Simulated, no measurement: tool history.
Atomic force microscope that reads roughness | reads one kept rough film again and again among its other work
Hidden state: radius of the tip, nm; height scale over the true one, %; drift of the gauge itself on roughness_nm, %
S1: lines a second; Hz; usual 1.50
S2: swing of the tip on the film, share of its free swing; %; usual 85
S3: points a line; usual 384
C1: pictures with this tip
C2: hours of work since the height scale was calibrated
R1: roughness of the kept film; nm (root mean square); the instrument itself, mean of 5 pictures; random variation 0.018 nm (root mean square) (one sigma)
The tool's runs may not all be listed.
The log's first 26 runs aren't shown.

run,hour,S1,S2,S3,C1,C2,R1
27,920.2,1.61,66,384,170,29,3.743
28,948.0,2.10,77,569,196,44,3.496
29,977.2,2.10,77,569,224,59,3.396
30,1005.6,2.10,77,569,251,75,3.282
# hour 1027.9: new tip fitted
31,1031.8,1.11,77,287,4,89,4.577
32,1069.7,1.11,77,895,40,109,4.377
33,1105.9,2.83,60,361,75,129,4.163
34,1127.3,0.57,61,655,95,141,4.261
35,1152.4,0.57,58,655,119,154,4.073
36,1181.8,3.31,58,351,147,170,3.873
37,1226.8,1.16,62,964,190,195,3.741
38,1273.7,1.94,85,384,235,220,3.281
39,1307.8,1.94,61,386,267,238,3.429

Forecast each of these 4 alternatives for the next run:
# hour 1313.3: new tip fitted
A,1351.9,1.08,61,386,37,262,?
# hour 1313.3: new tip fitted
B,1351.9,1.06,61,340,37,262,?
# hour 1313.3: new tip fitted
C,1351.9,0.54,61,650,37,262,?
# hour 1313.3: new tip fitted
D,1351.9,0.54,61,386,37,262,?

run,R1
A,4.437
B,4.433
C,4.479
D,4.464
Without the tool's hidden state the same runs would have given:
run,R1
A,4.728
B,4.723
C,4.772
D,4.757
